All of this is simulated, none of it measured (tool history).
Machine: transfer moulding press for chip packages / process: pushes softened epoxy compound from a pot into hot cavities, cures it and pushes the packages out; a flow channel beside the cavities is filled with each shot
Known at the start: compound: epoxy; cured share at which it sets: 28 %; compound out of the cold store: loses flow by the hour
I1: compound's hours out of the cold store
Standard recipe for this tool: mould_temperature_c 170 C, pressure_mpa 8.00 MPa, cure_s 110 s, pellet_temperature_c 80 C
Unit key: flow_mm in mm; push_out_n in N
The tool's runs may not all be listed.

Run 1, hour 0.0: usual settings; I1 26.6. Result: flow_mm 850 mm, push_out_n 852 N.
Run 2, hour 14.6: usual settings; I1 16.5. Result: flow_mm 884 mm, push_out_n 901 N.
At hour 31.1: cavities cleaned with cleaning compound and waxed.
Run 3, hour 31.1: usual settings; I1 33.1. Result: flow_mm 823 mm, push_out_n 529 N.
Run 4, hour 38.3: usual settings; I1 9.7. Result: flow_mm 896 mm, push_out_n 638 N.
Run 5, hour 45.4: usual settings; I1 35.9. Result: flow_mm 819 mm, push_out_n 714 N.
Run 6, hour 57.3: usual settings; I1 25.7. Result: flow_mm 834 mm, push_out_n 832 N.
Run 7, hour 71.9: usual settings; I1 23.9. Result: flow_mm 845 mm, push_out_n 922 N.
Run 8, hour 87.7: usual settings; I1 8.9. Result: flow_mm 883 mm, push_out_n 964 N.
At hour 97.5: cavities cleaned with cleaning compound and waxed.
Run 9, hour 100.5: usual settings; I1 44.6. Result: flow_mm 779 mm, push_out_n 554 N.
Run 10, hour 115.1: usual settings; I1 40.6. Result: flow_mm 788 mm, push_out_n 751 N.
Run 11, hour 130.9: usual settings; I1 40.2. Result: flow_mm 783 mm, push_out_n 854 N.
Run 12, hour 141.4: usual settings but cure_s 146 s; I1 22.9. Result: flow_mm 834 mm, push_out_n 799 N.
Run 13, hour 148.6: usual settings but cure_s 146 s; I1 19.4. Result: flow_mm 854 mm, push_out_n 804 N.
Run 14, hour 157.6: usual settings but cure_s 146 s; I1 37.6. Result: flow_mm 782 mm, push_out_n 826 N.
At hour 164.1: cavities cleaned with cleaning compound and waxed.
Run 15, hour 167.0: usual settings but mould_temperature_c 174 C, pellet_temperature_c 73 C; I1 36.8. Result: flow_mm 775 mm, push_out_n 498 N.
Run 16, hour 176.4: usual settings but mould_temperature_c 174 C, pellet_temperature_c 73 C; I1 45.6. Result: flow_mm 754 mm, push_out_n 632 N.
Run 17, hour 183.0: usual settings but mould_temperature_c 164 C, pressure_mpa 9.62 MPa, cure_s 122 s, pellet_temperature_c 72 C; I1 29.9. Result: flow_mm 918 mm, push_out_n 900 N.
Run 18, hour 198.6: usual settings but mould_temperature_c 164 C, pressure_mpa 9.62 MPa, cure_s 122 s, pellet_temperature_c 72 C; I1 44.6. Result: flow_mm 864 mm, push_out_n 999 N.
Run 19, hour 213.4: usual settings but pressure_mpa 6.01 MPa; I1 39.0. Result: flow_mm 676 mm, push_out_n 922 N.
Run 20, hour 221.8: usual settings but pressure_mpa 6.01 MPa; I1 44.6. Result: flow_mm 658 mm, push_out_n 930 N.
At hour 231.2: cavities cleaned with cleaning compound and waxed.
Run 21, hour 238.0: usual settings but pressure_mpa 6.17 MPa; I1 17.6. Result: flow_mm 719 mm, push_out_n 619 N.
Run 22, hour 248.8: usual settings but mould_temperature_c 175 C, pressure_mpa 7.81 MPa, cure_s 137 s, pellet_temperature_c 73 C; I1 20.7. Result: flow_mm 795 mm, push_out_n 641 N.
Run 23, hour 262.2: usual settings but mould_temperature_c 162 C, pressure_mpa 6.73 MPa, cure_s 100 s, pellet_temperature_c 71 C; I1 20.2. Result: flow_mm 781 mm, push_out_n 1860 N.

Some steps in flow_mm between neighbouring runs. How much of each would the tool show without its hidden state too (settings, what came in, random variation), and how much is left for the hidden state, with any gauge scatter that isn't in both results?
Hidden state at play: true mould temperature over the reading, C; pressure that reaches the compound, % of what is set; grip of the stained cavities, % over clean ones'; drift of the gauge itself on flow_mm, %; drift of the gauge itself on push_out_n, %.
Run 16 -> 17: mould_temperature_c 174 -> 164, pressure_mpa 8.00 -> 9.62, cure_s 110 -> 122, pellet_temperature_c 73 -> 72. flow_mm +164 mm: hidden state -10, all else +174.
Run 18 -> 19: mould_temperature_c 164 -> 170, pressure_mpa 9.62 -> 6.01, cure_s 122 -> 110, pellet_temperature_c 72 -> 80. flow_mm -188 mm: hidden state +8, all else -196.
